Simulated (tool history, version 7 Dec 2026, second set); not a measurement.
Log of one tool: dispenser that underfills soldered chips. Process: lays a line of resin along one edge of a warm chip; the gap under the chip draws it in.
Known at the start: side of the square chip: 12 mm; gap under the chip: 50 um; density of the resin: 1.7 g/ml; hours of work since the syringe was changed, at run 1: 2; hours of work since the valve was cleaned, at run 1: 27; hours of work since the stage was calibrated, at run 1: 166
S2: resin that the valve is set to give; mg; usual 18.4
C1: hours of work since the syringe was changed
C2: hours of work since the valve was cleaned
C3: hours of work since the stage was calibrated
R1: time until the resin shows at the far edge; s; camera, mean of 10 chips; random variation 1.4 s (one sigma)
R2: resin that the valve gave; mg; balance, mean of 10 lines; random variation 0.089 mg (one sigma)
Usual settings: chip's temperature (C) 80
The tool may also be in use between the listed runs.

Run 1, day 0: usual settings; C1 2; C2 27; C3 166. Result: R1 151 s, R2 17.87 mg.
Run 2, day 0.162: usual settings; C1 5; C2 30; C3 168. Result: R1 169.9 s, R2 17.68 mg.
Run 3, day 0.267: usual settings; C1 7; C2 32; C3 170. Result: R1 186.5 s, R2 17.83 mg.
Run 4, day 0.4: usual settings but S2 21.8 mg; C1 9; C2 34; C3 172. Result: R1 203.1 s, R2 21.05 mg.
At day 0.558: new syringe of resin.
Run 5, day 0.567: usual settings but S2 21.8 mg; C1 0; C2 37; C3 175. Result: R1 138.3 s, R2 21 mg.
Run 6, day 0.7: usual settings but S2 21.8 mg; C1 2; C2 39; C3 177. Result: R1 155.6 s, R2 20.75 mg.
Run 7, day 0.825: usual settings but S2 21.8 mg; C1 5; C2 41; C3 179. Result: R1 164.7 s, R2 21.03 mg.
Run 8, day 1.05: usual settings but S2 21.8 mg; C1 8; C2 45; C3 183. Result: R1 195.3 s, R2 20.92 mg.
At day 1.242: new syringe of resin.
Run 9, day 1.262: usual settings but S2 21.8 mg; C1 0; C2 49; C3 187. Result: R1 138.2 s, R2 20.92 mg.
Run 10, day 1.396: usual settings but chip's temperature (C) 81; C1 3; C2 51; C3 189. Result: R1 149.9 s, R2 17.54 mg.
Run 11, day 1.504: usual settings; C1 5; C2 53; C3 191. Result: R1 171.1 s, R2 17.48 mg.
Run 12, day 1.662: usual settings; C1 7; C2 55; C3 193. Result: R1 194.5 s, R2 17.61 mg.
Run 13, day 1.767: usual settings; C1 9; C2 57; C3 195. Result: R1 207 s, R2 17.44 mg.
Run 14, day 1.867: usual settings; C1 11; C2 59; C3 197. Result: R1 227 s, R2 17.37 mg.
At day 1.921: new syringe of resin.
Run 15, day 2.05: usual settings but chip's temperature (C) 86; C1 2; C2 62; C3 200. Result: R1 117.4 s, R2 17.34 mg.
Run 16, day 2.242: usual settings but chip's temperature (C) 86, S2 23.3 mg; C1 5; C2 65; C3 203. Result: R1 134.2 s, R2 21.8 mg.
Run 17, day 2.467: usual settings but chip's temperature (C) 86, S2 23.3 mg; C1 9; C2 69; C3 207. Result: R1 157.3 s, R2 21.73 mg.
At day 2.608: new syringe of resin.
Run 18, day 2.717: usual settings but chip's temperature (C) 86, S2 23.3 mg; C1 2; C2 73; C3 211. Result: R1 111.4 s, R2 21.81 mg.
Run 19, day 2.908: usual settings but S2 22.2 mg; C1 5; C2 76; C3 214. Result: R1 171.3 s, R2 20.62 mg.
Run 20, day 3.158: usual settings but S2 23.9 mg; C1 9; C2 80; C3 219. Result: R1 206.2 s, R2 22.16 mg.

The next listed run, before its measurement:
At day 3.267: dispensing valve cleaned and set on the balance.
At day 3.321: new syringe of resin.
Run 21, day 3.379: usual settings but S2 23.9 mg; C1 1; C2 2; C3 221. Result: R1 ?, R2 ?.

Run 21 gave R1 145.3 s, R2 23.84 mg.
Without the tool's hidden state the same run would have given R1 134 s, R2 23.89 mg.
